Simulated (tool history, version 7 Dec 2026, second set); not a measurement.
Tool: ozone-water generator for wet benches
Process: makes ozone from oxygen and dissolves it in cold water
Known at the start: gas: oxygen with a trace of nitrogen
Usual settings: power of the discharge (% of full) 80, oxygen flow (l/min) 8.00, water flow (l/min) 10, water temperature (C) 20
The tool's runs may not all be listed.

| run | hour | power of the discharge (% of full) | oxygen flow (l/min) | water flow (l/min) | water temperature (C) | dissolved ozone (ppm) | ozone in the gas ahead of the water (g/m3) |
|---|---|---|---|---|---|---|---|
| 1 | 0.0 | 80 | 8.00 | 10 | 20 | 51.3 | 283.1 |
| 2 | 90.4 | 80 | 8.00 | 10 | 20 | 50.6 | 283.7 |
| 3 | 148.6 | 80 | 8.00 | 10 | 20 | 51.1 | 289.9 |
| 4 | 211.0 | 80 | 8.00 | 10 | 20 | 51.0 | 288.1 |
| 5 | 277.3 | 80 | 8.00 | 10 | 21 | 49.7 | 288.2 |
| 6 | 322.8 | 80 | 8.00 | 10 | 21 | 50.2 | 289.3 |
| 7 | 410.1 | 80 | 8.00 | 10 | 21 | 50.1 | 288.8 |
| 8 | 491.0 | 80 | 8.00 | 10 | 20 | 51.3 | 289.3 |
| 9 | 555.4 | 80 | 8.00 | 10 | 20 | 51.3 | 289.8 |
| 10 | 599.1 | 80 | 8.00 | 10 | 20 | 50.7 | 289.0 |
|  | 629.2 | contactor cleaned |
| 11 | 686.9 | 80 | 8.00 | 10 | 20 | 50.8 | 288.4 |
| 12 | 769.2 | 80 | 8.00 | 10 | 20 | 51.2 | 291.2 |
| 13 | 855.1 | 80 | 8.00 | 10 | 20 | 50.9 | 289.0 |
| 14 | 928.1 | 80 | 8.00 | 10 | 20 | 51.0 | 291.8 |
| 15 | 1013.8 | 80 | 8.00 | 10 | 12 | 61.1 | 293.8 |
| 16 | 1083.8 | 80 | 11.22 | 13 | 12 | 51.8 | 252.5 |
| 17 | 1146.2 | 80 | 11.22 | 13 | 12 | 52.4 | 253.4 |
| 18 | 1205.5 | 41 | 5.15 | 12 | 14 | 36.3 | 241.5 |
| 19 | 1264.3 | 80 | 8.00 | 12 | 20 | 46.7 | 290.9 |
| 20 | 1302.9 | 81 | 13.38 | 6 | 25 | 47.2 | 236.4 |
| 21 | 1356.6 | 49 | 6.44 | 6 | 14 | 57.0 | 242.1 |
| 22 | 1431.4 | 80 | 8.00 | 6 | 20 | 62.7 | 292.6 |

Run 23 comes next. What will it give?
| 23 | 1521.1 | 80 | 8.00 | 6 | 20 | ? | ? |

dissolved ozone (ppm): 61.7
ozone in the gas ahead of the water (g/m3): 294.0
Without the tool's hidden state the same run would have given dissolved ozone (ppm) 61.7, ozone in the gas ahead of the water (g/m3) 287.8.
